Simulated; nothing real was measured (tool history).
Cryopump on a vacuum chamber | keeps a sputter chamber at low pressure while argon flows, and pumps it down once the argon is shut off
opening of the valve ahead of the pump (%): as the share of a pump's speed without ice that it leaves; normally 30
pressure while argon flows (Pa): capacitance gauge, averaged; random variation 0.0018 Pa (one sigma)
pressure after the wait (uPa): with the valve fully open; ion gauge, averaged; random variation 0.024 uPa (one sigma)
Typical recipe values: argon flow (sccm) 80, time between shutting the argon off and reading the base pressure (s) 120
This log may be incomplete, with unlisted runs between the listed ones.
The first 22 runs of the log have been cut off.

run,hour,argon flow (sccm),time between shutting the argon off and reading the base pressure (s),opening of the valve ahead of the pump (%),hours of work since the pump was warmed up and emptied,hours of work since the cold head was overhauled,hours of work since the chamber's fittings were tightened,pressure while argon flows (Pa),pressure after the wait (uPa)
23,765.3,60,46,49,202,1072,436,0.2006,2.43
24,785,102,149,30,218,1087,451,0.5493,1.2
25,825.4,80,25,17,249,1119,483,0.7516,3.84
26,855.2,64,160,16,273,1142,506,0.6424,1.24
27,899.2,60,189,21,307,1176,541,0.463,1.23
28,937.4,60,189,21,337,1206,570,0.4621,1.24
29,975,115,131,30,366,1236,600,0.6225,1.43
30,997.1,80,151,15,383,1253,617,0.8551,1.36
31,1017.9,80,143,17,400,1269,633,0.7616,1.38
32,1061.5,80,229,30,434,1303,667,0.4376,1.27

What does the tool deliver on the next run?
33,1088.8,80,127,30,455,1324,689,?,?

Run 33 gave pressure while argon flows (Pa) 0.4403, pressure after the wait (uPa) 1.54.
Take away the tool's hidden state, keep the run-to-run variation as it was, and the same run would have given pressure while argon flows (Pa) 0.4218, pressure after the wait (uPa) 0.86.

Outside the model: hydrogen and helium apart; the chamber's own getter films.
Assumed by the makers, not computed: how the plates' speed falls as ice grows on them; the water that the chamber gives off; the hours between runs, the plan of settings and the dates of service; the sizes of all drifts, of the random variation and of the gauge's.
